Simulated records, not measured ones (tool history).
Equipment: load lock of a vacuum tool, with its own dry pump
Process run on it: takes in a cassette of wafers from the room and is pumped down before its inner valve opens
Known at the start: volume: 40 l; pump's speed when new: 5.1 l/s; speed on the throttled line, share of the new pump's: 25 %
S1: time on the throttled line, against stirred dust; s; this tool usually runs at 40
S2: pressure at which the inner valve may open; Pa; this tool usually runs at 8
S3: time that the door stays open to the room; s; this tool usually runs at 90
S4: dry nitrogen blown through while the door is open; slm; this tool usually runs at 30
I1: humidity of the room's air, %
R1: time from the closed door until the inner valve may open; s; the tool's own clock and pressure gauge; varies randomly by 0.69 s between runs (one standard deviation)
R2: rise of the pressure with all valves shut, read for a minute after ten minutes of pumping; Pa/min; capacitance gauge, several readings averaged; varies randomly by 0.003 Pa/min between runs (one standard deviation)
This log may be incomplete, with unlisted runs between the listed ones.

run    hour  S1  S2   S3  S4    I1     R1     R2
  1     0.0  40   8   90  30  46.1  103.2  0.028
  2   100.5  40   9   90  30  45.6  103.2  0.034
  3   168.8  40   9   90  32  46.7  103.4  0.034
  4   261.9  40   8   90  30  46.0  103.9  0.036
  5   379.2  40   8   90  30  40.6  104.3  0.039
  6   452.6  40   8   90  30  48.1  104.5  0.036
  7   531.5  40   8   90  30  48.8  102.7  0.040
  8   583.1  40   8   90  30  42.3  105.1  0.035
  9   680.2  40  15   90  30  47.4   99.9  0.041
 10   790.2  75   8   90  30  45.0  129.2  0.038
 11   890.9  75   8   26  30  48.3  130.5  0.023
 12   963.3  75   8   26  30  45.7  130.0  0.024
 13  1078.4  40   8   31  30  47.7  103.9  0.023
 14  1151.1  40   8   31  31  46.3  103.8  0.022
 15  1261.8  40   8   90   8  41.6  102.9  0.060
 16  1321.1  40   8   90  30  46.2  104.4  0.042
 17  1428.4  40   8   54  30  43.3  103.4  0.030
     1464.0  -- door's seal changed, seat wiped
 18  1521.3  40   8   54  30  44.4  104.4  0.028
 19  1569.2  53   8   54  39  45.4  114.3  0.018
 20  1638.1  53  11   54  39  49.2  110.7  0.023
 21  1709.3  53  12   54  22  47.3  110.4  0.028
 22  1821.3  22  12   42  45  45.6   86.9  0.019
 23  1918.4  77  15   57  23  46.7  126.6  0.030
 24  2016.2  20   9   91   4  43.4   88.1  0.073
 25  2128.6  79   6  162   9  48.6  136.9  0.091
 26  2238.6  79   6  162   9  41.7  136.2  0.079
 27  2306.9  79   6  162   9  44.3  136.1  0.083
 28  2416.4  50   6  162   9  51.3  114.9  0.099
 29  2505.2  50   6  162   9  47.4  112.7  0.093
 30  2569.3  40   8   56  30  44.1  103.7  0.029
 31  2657.7  32   7   29  12  46.4   99.1  0.031
 32  2724.3  32  11   29  12  46.8   94.4  0.037
 33  2824.4  32  11   29  12  44.1   95.8  0.035
 34  2897.6  32  11   29  12  44.0   95.4  0.035
 35  2967.6  32  11  181  12  44.8   95.2  0.080
 36  3076.8  75   9  181   5  45.8  129.4  0.107

Branching from run 36: 4 alternative next runs. What would each branch give?
  A  3152.1  75   7  90   5  47.7   ?   ?
  B  3152.1  50  11  90  30  45.1   ?   ?
  C  3152.1  40  14  81  13  42.6   ?   ?
  D  3152.1  23  15  90   5  47.9   ?   ?

run     R1     R2
  A  131.8  0.077
  B  109.9  0.028
  C   99.3  0.049
  D   85.6  0.071
Without the tool's hidden state the same runs would have given:
run     R1     R2
  A  131.8  0.077
  B  109.9  0.028
  C   99.3  0.049
  D   85.5  0.071
